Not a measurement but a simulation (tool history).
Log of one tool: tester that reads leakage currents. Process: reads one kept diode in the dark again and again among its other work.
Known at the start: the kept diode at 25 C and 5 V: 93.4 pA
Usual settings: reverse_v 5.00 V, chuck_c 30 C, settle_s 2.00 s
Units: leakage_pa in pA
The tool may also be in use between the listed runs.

run,hour,reverse_v,chuck_c,settle_s,leakage_pa
1,0.0,5.00,30,2.00,141.66
2,215.0,5.00,30,2.00,140.79
3,399.4,5.00,34,2.00,190.31
4,569.4,5.00,34,2.00,188.66
5,790.0,5.00,30,2.00,137.27
6,920.7,5.00,30,2.00,137.41
7,1039.3,5.00,30,2.00,136.81
8,1215.6,5.00,30,2.00,136.47
9,1369.3,5.00,49,2.00,559.96
# hour 1505.5: probe card cleaned and baked
10,1584.9,2.15,49,2.00,382.75
11,1693.4,2.15,49,2.00,379.32
# hour 1742.2: chuck's temperature calibrated
12,1795.4,2.15,49,2.00,418.13
13,2013.6,2.15,49,2.00,414.57
14,2244.8,2.15,49,2.00,410.70
15,2444.6,2.15,49,2.00,406.03
16,2663.3,2.15,49,2.00,403.65
17,2779.6,5.00,30,2.00,137.97
18,2915.7,5.00,30,2.00,136.73
19,3020.4,5.00,30,2.00,136.80
20,3252.7,5.00,30,2.00,134.55
21,3494.1,18.38,30,2.00,240.46
22,3648.4,5.00,53,3.10,748.71
23,3788.2,5.00,53,3.10,735.02
24,4004.8,5.00,53,3.10,733.65
# hour 4067.9: chuck's temperature calibrated
25,4170.9,4.21,31,0.48,150.36
26,4349.9,1.21,29,0.93,72.20
27,4453.7,1.21,29,0.93,71.36
28,4625.8,1.21,29,0.93,71.77
29,4801.0,5.02,30,0.48,146.30
30,5006.6,6.52,44,1.17,462.62
# hour 5195.3: tester calibrated
31,5249.5,6.52,44,1.17,448.69
32,5421.9,1.54,23,1.73,46.53
33,5620.3,10.43,45,0.58,592.40
34,5813.6,19.82,45,3.64,772.23
35,6050.9,2.40,30,2.31,96.31
# hour 6137.2: probe card cleaned and baked
36,6193.6,2.40,30,2.31,94.15
37,6296.5,1.97,38,2.31,162.04
# hour 6401.4: chuck's temperature calibrated
38,6523.1,1.97,38,2.31,176.10
39,6763.4,1.97,38,2.31,174.58

Hidden state or all else? Some run-to-run changes of leakage_pa, split into what the settings, what came in and random variation would give without the hidden state, and what is left for the hidden state (with any gauge scatter that isn't in both results):
The hidden state here: stray current of the dirty probe card, pA a volt; current scale over the true one, %; true chuck temperature over the reading, C; drift of the gauge itself on leakage_pa, %.
Run 11 -> 12: chuck's temperature calibrated. leakage_pa +38.81 pA: hidden state +34.77, all else +4.04.
Run 21 -> 22: reverse_v 18.38 -> 5.00, chuck_c 30 -> 53, settle_s 2.00 -> 3.10. leakage_pa +508.25 pA: hidden state -36.38, all else +544.63.
Run 24 -> 25: reverse_v 5.00 -> 4.21, chuck_c 53 -> 31, settle_s 3.10 -> 0.48, chuck's temperature calibrated. leakage_pa -583.29 pA: hidden state +59.70, all else -642.99.
Run 32 -> 33: reverse_v 1.54 -> 10.43, chuck_c 23 -> 45, settle_s 1.73 -> 0.58. leakage_pa +545.87 pA: hidden state -26.56, all else +572.43.
Run 34 -> 35: reverse_v 19.82 -> 2.40, chuck_c 45 -> 30, settle_s 3.64 -> 2.31. leakage_pa -675.92 pA: hidden state +31.97, all else -707.89.
